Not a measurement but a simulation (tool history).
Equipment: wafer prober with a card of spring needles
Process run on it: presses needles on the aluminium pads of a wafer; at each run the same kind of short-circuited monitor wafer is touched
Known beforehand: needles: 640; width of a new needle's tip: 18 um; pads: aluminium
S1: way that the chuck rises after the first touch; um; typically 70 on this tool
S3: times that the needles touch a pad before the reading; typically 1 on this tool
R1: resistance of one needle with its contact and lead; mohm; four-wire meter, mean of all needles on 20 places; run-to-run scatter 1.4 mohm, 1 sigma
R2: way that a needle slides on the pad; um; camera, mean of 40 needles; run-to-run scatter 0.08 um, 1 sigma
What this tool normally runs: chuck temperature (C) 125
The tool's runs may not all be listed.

{"run": 1, "hour": 0.0, "S1": 70, "chuck temperature (C)": 125, "S3": 1, "R1": 164, "R2": 8.54}
{"hour": 1.3, "done": "tips cleaned on abrasive film"}
{"hour": 7.3, "done": "tips cleaned on abrasive film"}
{"hour": 12.9, "done": "tips cleaned on abrasive film"}
{"run": 2, "hour": 16.5, "S1": 70, "chuck temperature (C)": 125, "S3": 1, "R1": 160, "R2": 8.56}
{"hour": 17.8, "done": "tips cleaned on abrasive film"}
{"hour": 23.0, "done": "tips cleaned on abrasive film"}
{"hour": 28.7, "done": "tips cleaned on abrasive film"}
{"hour": 34.4, "done": "tips cleaned on abrasive film"}
{"run": 3, "hour": 36.2, "S1": 70, "chuck temperature (C)": 125, "S3": 1, "R1": 151, "R2": 8.42}
{"hour": 39.4, "done": "tips cleaned on abrasive film"}
{"hour": 44.2, "done": "tips cleaned on abrasive film"}
{"run": 4, "hour": 45.7, "S1": 70, "chuck temperature (C)": 125, "S3": 1, "R1": 148, "R2": 8.4}
{"hour": 49.0, "done": "tips cleaned on abrasive film"}
{"hour": 53.8, "done": "tips cleaned on abrasive film"}
{"run": 5, "hour": 58.0, "S1": 70, "chuck temperature (C)": 116, "S3": 1, "R1": 162, "R2": 8.47}
{"hour": 59.1, "done": "tips cleaned on abrasive film"}
{"hour": 59.4, "done": "height of the first contact set anew"}
{"hour": 65.2, "done": "tips cleaned on abrasive film"}
{"hour": 70.7, "done": "tips cleaned on abrasive film"}
{"run": 6, "hour": 73.7, "S1": 70, "chuck temperature (C)": 116, "S3": 1, "R1": 163, "R2": 8.16}
{"hour": 75.7, "done": "tips cleaned on abrasive film"}
{"hour": 81.2, "done": "tips cleaned on abrasive film"}
{"hour": 86.9, "done": "tips cleaned on abrasive film"}
{"hour": 92.7, "done": "tips cleaned on abrasive film"}
{"run": 7, "hour": 93.3, "S1": 75, "chuck temperature (C)": 88, "S3": 1, "R1": 135, "R2": 8.72}
{"hour": 97.6, "done": "tips cleaned on abrasive film"}
{"hour": 103.3, "done": "tips cleaned on abrasive film"}
{"run": 8, "hour": 106.5, "S1": 75, "chuck temperature (C)": 88, "S3": 1, "R1": 158, "R2": 8.84}
{"hour": 108.9, "done": "tips cleaned on abrasive film"}
{"hour": 114.4, "done": "tips cleaned on abrasive film"}
{"hour": 120.0, "done": "tips cleaned on abrasive film"}
{"run": 9, "hour": 120.2, "S1": 75, "chuck temperature (C)": 88, "S3": 1, "R1": 128, "R2": 8.67}
{"hour": 125.0, "done": "tips cleaned on abrasive film"}
{"hour": 130.1, "done": "tips cleaned on abrasive film"}
{"run": 10, "hour": 130.1, "S1": 55, "chuck temperature (C)": 69, "S3": 1, "R1": 130, "R2": 6.12}
{"hour": 136.0, "done": "tips cleaned on abrasive film"}
{"run": 11, "hour": 140.2, "S1": 55, "chuck temperature (C)": 69, "S3": 1, "R1": 193, "R2": 6.1}

Some steps in R1, run to run, broken into two amounts with sign: the step expected even without the hidden condition (settings, incoming material, random variation), and the rest, left for the hidden condition together with whatever gauge scatter is not in both the measured and the hidden-condition-free result:
The tool's hidden condition here consists of: debris on the tips, nm; way that the needles fall short of the set height, um; tips' diameter, um; drift of the gauge itself on contact_mohm, %; drift of the gauge itself on scrub_um, %.
Run 10 -> 11: tips cleaned on abrasive film. R1 +63 mohm: hidden state +66, all else -3.

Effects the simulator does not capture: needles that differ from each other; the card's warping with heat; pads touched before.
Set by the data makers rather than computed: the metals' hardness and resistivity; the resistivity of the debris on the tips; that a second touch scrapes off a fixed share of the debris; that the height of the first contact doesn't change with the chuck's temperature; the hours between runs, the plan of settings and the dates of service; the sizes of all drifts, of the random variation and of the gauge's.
